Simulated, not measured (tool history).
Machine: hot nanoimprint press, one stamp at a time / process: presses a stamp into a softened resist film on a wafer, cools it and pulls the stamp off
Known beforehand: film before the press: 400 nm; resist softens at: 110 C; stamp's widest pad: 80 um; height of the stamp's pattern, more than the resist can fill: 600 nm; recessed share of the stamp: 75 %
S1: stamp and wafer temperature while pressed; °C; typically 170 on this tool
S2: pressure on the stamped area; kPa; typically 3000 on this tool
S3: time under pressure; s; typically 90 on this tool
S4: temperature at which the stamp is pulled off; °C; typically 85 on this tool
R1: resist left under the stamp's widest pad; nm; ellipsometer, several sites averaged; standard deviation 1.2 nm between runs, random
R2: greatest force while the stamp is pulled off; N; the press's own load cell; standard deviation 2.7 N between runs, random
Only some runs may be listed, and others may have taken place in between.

Run 1, day 0: usual settings. Result: R1 197.5 nm, R2 154 N.
Run 2, day 1.688: usual settings. Result: R1 199 nm, R2 164 N.
Run 3, day 3.529: usual settings but S1 173 °C. Result: R1 167.3 nm, R2 173 N.
Run 4, day 4.658: usual settings but S1 173 °C. Result: R1 171.2 nm, R2 180 N.
Run 5, day 5.471: usual settings but S3 111 s. Result: R1 185.1 nm, R2 189 N.
Run 6, day 6.779: usual settings but S1 166 °C, S3 111 s. Result: R1 232.2 nm, R2 196 N.
Run 7, day 8.042: usual settings. Result: R1 202.7 nm, R2 196 N.
Run 8, day 9.846: usual settings. Result: R1 203.4 nm, R2 205 N.
Run 9, day 10.925: usual settings. Result: R1 217.9 nm, R2 225 N.
Run 10, day 12.55: usual settings. Result: R1 220.1 nm, R2 241 N.
Run 11, day 13.683: usual settings but S2 2130 kPa. Result: R1 249.8 nm, R2 243 N.
Run 12, day 15.267: usual settings but S2 2130 kPa. Result: R1 249.1 nm, R2 253 N.
Run 13, day 16.7: usual settings but S2 4250 kPa. Result: R1 191.4 nm, R2 267 N.
Run 14, day 18.342: usual settings but S1 175 °C, S4 75 °C. Result: R1 170.5 nm, R2 360 N.
Run 15, day 19.617: usual settings but S1 168 °C, S3 114 s, S4 75 °C. Result: R1 190.3 nm, R2 331 N.
Run 16, day 20.488: usual settings but S1 174 °C, S2 2090 kPa. Result: R1 173.5 nm, R2 267 N.
Run 17, day 21.862: usual settings but S1 165 °C, S3 92 s, S4 82 °C. Result: R1 238.6 nm, R2 295 N.
Run 18, day 22.929: usual settings but S1 165 °C, S2 2440 kPa, S4 77 °C. Result: R1 260.9 nm, R2 351 N.
Run 19, day 24.896: usual settings but S1 165 °C, S2 2440 kPa, S4 77 °C. Result: R1 257.3 nm, R2 147 N.
Run 20, day 26.588: usual settings but S1 165 °C, S2 2440 kPa, S4 77 °C. Result: R1 256.2 nm, R2 159 N.
Run 21, day 27.575: usual settings but S1 165 °C, S2 2590 kPa, S3 122 s, S4 77 °C. Result: R1 231.9 nm, R2 164 N.
Run 22, day 29.292: usual settings but S3 106 s, S4 74 °C. Result: R1 172.2 nm, R2 200 N.
Run 23, day 30.583: usual settings but S1 160 °C, S3 131 s, S4 74 °C. Result: R1 278.1 nm, R2 204 N.
Run 24, day 31.617: usual settings but S1 182 °C, S3 91 s, S4 74 °C. Result: R1 97.5 nm, R2 214 N.
Run 25, day 33.388: usual settings but S1 182 °C, S3 91 s, S4 74 °C. Result: R1 97.4 nm, R2 224 N.
Run 26, day 34.671: usual settings but S1 182 °C, S3 91 s, S4 74 °C. Result: R1 97.6 nm, R2 230 N.

The log once held 4 entries between its listed runs, left out of this copy. Where does each go, and what is different about the tool's unlogged condition between the listed run before it and the listed run after it?
From run 8 to run 9: plate thermocouple calibrated (day 10.092)
  true temperature over the reading, C: -1.89 -> -3.07; pressure that arrives at the usual setting, %: 95.77 -> 95.7; grip of the stamp's worn release coat, % over a new coat's: 61.8 -> 66.3
  measured less the result without the state, R1: +23.7 -> +37 nm; R2: +84 -> +99 N
From run 14 to run 15: plate thermocouple calibrated, once more (day 18.908)
  true temperature over the reading, C: -3.49 -> 0.05; pressure that arrives at the usual setting, %: 95.13 -> 95.04; grip of the stamp's worn release coat, % over a new coat's: 103.1 -> 109
  measured less the result without the state, R1: +33.3 -> +4 nm; R2: +194 -> +172 N
From run 18 to run 19: press's hydraulic seals changed and the load cell set to zero (day 24.196); stamp cleaned and given a new release coat (day 24.771)
  true temperature over the reading, C: -0.13 -> -0.21; pressure that arrives at the usual setting, %: 94.79 -> 99.92; grip of the stamp's worn release coat, % over a new coat's: 126.8 -> 0.5
  measured less the result without the state, R1: +5.7 -> +2.6 nm; R2: +196 -> +1 N

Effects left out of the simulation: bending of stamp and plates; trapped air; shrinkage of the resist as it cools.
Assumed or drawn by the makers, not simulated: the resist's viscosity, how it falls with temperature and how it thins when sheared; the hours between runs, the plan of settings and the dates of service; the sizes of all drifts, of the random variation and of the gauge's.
